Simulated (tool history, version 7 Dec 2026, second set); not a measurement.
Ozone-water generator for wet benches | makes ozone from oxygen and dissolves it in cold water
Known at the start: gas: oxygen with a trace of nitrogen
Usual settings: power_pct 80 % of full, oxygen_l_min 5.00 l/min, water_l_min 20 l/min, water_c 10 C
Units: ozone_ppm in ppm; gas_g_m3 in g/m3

{"run": 1, "hour": 0.0, "power_pct": 80, "oxygen_l_min": 5.0, "water_l_min": 20, "water_c": 10, "ozone_ppm": 15.7, "gas_g_m3": 191.3}
{"run": 2, "hour": 16.1, "power_pct": 80, "oxygen_l_min": 5.0, "water_l_min": 20, "water_c": 10, "ozone_ppm": 15.5, "gas_g_m3": 191.0}
{"run": 3, "hour": 40.0, "power_pct": 80, "oxygen_l_min": 5.0, "water_l_min": 20, "water_c": 10, "ozone_ppm": 15.6, "gas_g_m3": 188.7}
{"run": 4, "hour": 54.0, "power_pct": 80, "oxygen_l_min": 5.0, "water_l_min": 20, "water_c": 10, "ozone_ppm": 15.4, "gas_g_m3": 190.4}
{"run": 5, "hour": 83.8, "power_pct": 80, "oxygen_l_min": 5.0, "water_l_min": 20, "water_c": 10, "ozone_ppm": 15.3, "gas_g_m3": 188.6}
{"run": 6, "hour": 113.4, "power_pct": 80, "oxygen_l_min": 5.0, "water_l_min": 16, "water_c": 10, "ozone_ppm": 19.3, "gas_g_m3": 186.8}
{"run": 7, "hour": 136.8, "power_pct": 80, "oxygen_l_min": 5.0, "water_l_min": 32, "water_c": 10, "ozone_ppm": 8.8, "gas_g_m3": 189.7}
{"run": 8, "hour": 155.3, "power_pct": 80, "oxygen_l_min": 5.0, "water_l_min": 32, "water_c": 10, "ozone_ppm": 8.9, "gas_g_m3": 189.9}
{"run": 9, "hour": 171.2, "power_pct": 80, "oxygen_l_min": 5.0, "water_l_min": 20, "water_c": 10, "ozone_ppm": 15.2, "gas_g_m3": 188.6}
{"run": 10, "hour": 190.4, "power_pct": 80, "oxygen_l_min": 4.68, "water_l_min": 20, "water_c": 10, "ozone_ppm": 15.2, "gas_g_m3": 190.3}
{"run": 11, "hour": 205.1, "power_pct": 80, "oxygen_l_min": 4.68, "water_l_min": 20, "water_c": 10, "ozone_ppm": 14.7, "gas_g_m3": 191.1}
{"run": 12, "hour": 219.0, "power_pct": 80, "oxygen_l_min": 4.68, "water_l_min": 20, "water_c": 10, "ozone_ppm": 14.9, "gas_g_m3": 193.3}
{"run": 13, "hour": 240.1, "power_pct": 80, "oxygen_l_min": 4.68, "water_l_min": 20, "water_c": 10, "ozone_ppm": 15.0, "gas_g_m3": 191.4}
{"run": 14, "hour": 266.8, "power_pct": 80, "oxygen_l_min": 4.68, "water_l_min": 20, "water_c": 10, "ozone_ppm": 14.8, "gas_g_m3": 191.4}
{"run": 15, "hour": 281.8, "power_pct": 80, "oxygen_l_min": 4.68, "water_l_min": 20, "water_c": 10, "ozone_ppm": 14.8, "gas_g_m3": 190.7}
{"run": 16, "hour": 296.1, "power_pct": 80, "oxygen_l_min": 4.68, "water_l_min": 20, "water_c": 10, "ozone_ppm": 14.6, "gas_g_m3": 189.4}
{"run": 17, "hour": 315.1, "power_pct": 68, "oxygen_l_min": 3.22, "water_l_min": 32, "water_c": 10, "ozone_ppm": 6.2, "gas_g_m3": 188.7}
{"run": 18, "hour": 340.3, "power_pct": 68, "oxygen_l_min": 3.22, "water_l_min": 32, "water_c": 10, "ozone_ppm": 6.1, "gas_g_m3": 186.2}
{"run": 19, "hour": 368.0, "power_pct": 80, "oxygen_l_min": 5.0, "water_l_min": 21, "water_c": 11, "ozone_ppm": 13.8, "gas_g_m3": 185.7}
{"run": 20, "hour": 394.4, "power_pct": 80, "oxygen_l_min": 8.19, "water_l_min": 20, "water_c": 6, "ozone_ppm": 17.7, "gas_g_m3": 159.6}
{"run": 21, "hour": 409.2, "power_pct": 80, "oxygen_l_min": 5.0, "water_l_min": 17, "water_c": 10, "ozone_ppm": 17.8, "gas_g_m3": 186.9}
{"run": 22, "hour": 427.4, "power_pct": 95, "oxygen_l_min": 5.0, "water_l_min": 18, "water_c": 10, "ozone_ppm": 18.9, "gas_g_m3": 210.1}
{"run": 23, "hour": 445.8, "power_pct": 95, "oxygen_l_min": 5.0, "water_l_min": 18, "water_c": 10, "ozone_ppm": 18.9, "gas_g_m3": 210.8}
{"run": 24, "hour": 471.7, "power_pct": 73, "oxygen_l_min": 4.61, "water_l_min": 27, "water_c": 7, "ozone_ppm": 9.7, "gas_g_m3": 176.0}
{"run": 25, "hour": 499.4, "power_pct": 48, "oxygen_l_min": 5.0, "water_l_min": 14, "water_c": 10, "ozone_ppm": 14.2, "gas_g_m3": 122.8}
{"run": 26, "hour": 529.2, "power_pct": 80, "oxygen_l_min": 5.0, "water_l_min": 17, "water_c": 15, "ozone_ppm": 16.2, "gas_g_m3": 186.0}
{"run": 27, "hour": 554.6, "power_pct": 82, "oxygen_l_min": 2.82, "water_l_min": 23, "water_c": 11, "ozone_ppm": 10.1, "gas_g_m3": 223.5}
{"run": 28, "hour": 582.1, "power_pct": 82, "oxygen_l_min": 2.82, "water_l_min": 23, "water_c": 7, "ozone_ppm": 10.4, "gas_g_m3": 223.9}
{"run": 29, "hour": 603.6, "power_pct": 82, "oxygen_l_min": 3.51, "water_l_min": 12, "water_c": 12, "ozone_ppm": 22.2, "gas_g_m3": 208.3}

Forecast each of these 3 alternatives for the next run:
{"run": "A", "hour": 618.1, "power_pct": 82, "oxygen_l_min": 6.4, "water_l_min": 12, "water_c": 6, "ozone_ppm": "?", "gas_g_m3": "?"}
{"run": "B", "hour": 618.1, "power_pct": 80, "oxygen_l_min": 3.48, "water_l_min": 28, "water_c": 10, "ozone_ppm": "?", "gas_g_m3": "?"}
{"run": "C", "hour": 618.1, "power_pct": 41, "oxygen_l_min": 3.51, "water_l_min": 12, "water_c": 8, "ozone_ppm": "?", "gas_g_m3": "?"}

run=A ozone_ppm=28.1 gas_g_m3=171.0
run=B ozone_ppm=8.6 gas_g_m3=205.0
run=C ozone_ppm=13.7 gas_g_m3=120.6
Without the tool's hidden state the same runs would have given:
run=A ozone_ppm=33.3 gas_g_m3=182.0
run=B ozone_ppm=10.5 gas_g_m3=218.0
run=C ozone_ppm=15.7 gas_g_m3=124.5
